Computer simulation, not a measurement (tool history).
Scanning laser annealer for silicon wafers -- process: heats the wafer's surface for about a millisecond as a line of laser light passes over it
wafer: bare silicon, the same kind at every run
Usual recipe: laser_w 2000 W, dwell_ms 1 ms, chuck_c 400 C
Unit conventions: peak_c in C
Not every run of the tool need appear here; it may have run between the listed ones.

run 1 hour=0 | laser_w=2000 dwell_ms=1 chuck_c=400 | peak_c=1114
run 2 hour=11.9 | laser_w=2000 dwell_ms=1 chuck_c=400 | peak_c=1110
run 3 hour=27.8 | laser_w=2000 dwell_ms=0.83 chuck_c=400 | peak_c=1045
run 4 hour=39.4 | laser_w=2000 dwell_ms=0.83 chuck_c=400 | peak_c=1045
run 5 hour=52.1 | laser_w=2000 dwell_ms=0.83 chuck_c=400 | peak_c=1043
run 6 hour=64.5 | laser_w=2000 dwell_ms=1 chuck_c=371 | peak_c=1083
run 7 hour=76.3 | laser_w=2044 dwell_ms=1 chuck_c=434 | peak_c=1161
run 8 hour=95.5 | laser_w=1902 dwell_ms=1.22 chuck_c=400 | peak_c=1152
run 9 hour=110.6 | laser_w=2167 dwell_ms=0.71 chuck_c=386 | peak_c=1029
run 10 hour=126 | laser_w=2167 dwell_ms=0.71 chuck_c=385 | peak_c=1031
run 11 hour=137.9 | laser_w=1786 dwell_ms=1 chuck_c=384 | peak_c=1017

What if the next run were any one of these 3? Each begins from the tool's condition after run 11:
run A hour=158 | laser_w=1942 dwell_ms=1.09 chuck_c=431 | peak_c=?
run B hour=158 | laser_w=1811 dwell_ms=1 chuck_c=384 | peak_c=?
run C hour=158 | laser_w=2101 dwell_ms=1.19 chuck_c=424 | peak_c=?

run=A peak_c=1158
run=B peak_c=1026
run=C peak_c=1245
The same runs, with their run-to-run variation unchanged, on a tool lacking any hidden condition would have given:
run=A peak_c=1158
run=B peak_c=1027
run=C peak_c=1246
